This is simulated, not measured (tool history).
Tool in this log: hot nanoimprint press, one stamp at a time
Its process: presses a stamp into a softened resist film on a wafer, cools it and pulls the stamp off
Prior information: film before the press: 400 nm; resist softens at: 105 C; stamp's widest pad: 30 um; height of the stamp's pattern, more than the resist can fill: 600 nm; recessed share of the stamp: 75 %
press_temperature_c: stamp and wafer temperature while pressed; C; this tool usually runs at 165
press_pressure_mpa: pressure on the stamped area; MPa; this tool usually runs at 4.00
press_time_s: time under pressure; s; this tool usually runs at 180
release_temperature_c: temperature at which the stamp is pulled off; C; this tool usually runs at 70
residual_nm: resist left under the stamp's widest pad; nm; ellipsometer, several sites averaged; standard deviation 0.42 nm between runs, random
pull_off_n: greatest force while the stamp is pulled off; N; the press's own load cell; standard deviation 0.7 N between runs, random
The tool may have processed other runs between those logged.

Run 1, hour 0.0: usual settings. Result: residual_nm 178.2 nm, pull_off_n 102.3 N.
Run 2, hour 18.5: usual settings. Result: residual_nm 177.6 nm, pull_off_n 102.0 N.
Run 3, hour 27.8: usual settings. Result: residual_nm 177.9 nm, pull_off_n 101.0 N.
Run 4, hour 44.0: usual settings. Result: residual_nm 178.3 nm, pull_off_n 100.3 N.
Run 5, hour 64.2: usual settings. Result: residual_nm 178.1 nm, pull_off_n 100.2 N.
Run 6, hour 73.8: usual settings but press_pressure_mpa 3.84 MPa. Result: residual_nm 182.8 nm, pull_off_n 100.9 N.
Run 7, hour 86.2: usual settings but press_temperature_c 167 C, press_pressure_mpa 3.84 MPa. Result: residual_nm 170.0 nm, pull_off_n 100.8 N.

Run 8 comes next. What will it give?
Run 8, hour 96.5: usual settings but press_temperature_c 167 C, press_pressure_mpa 3.84 MPa. Result: residual_nm ?, pull_off_n ?.

residual_nm: 169.8 nm
pull_off_n: 100.6 N
Without the tool's hidden state the same run would have given residual_nm 169.9 nm, pull_off_n 100.4 N.
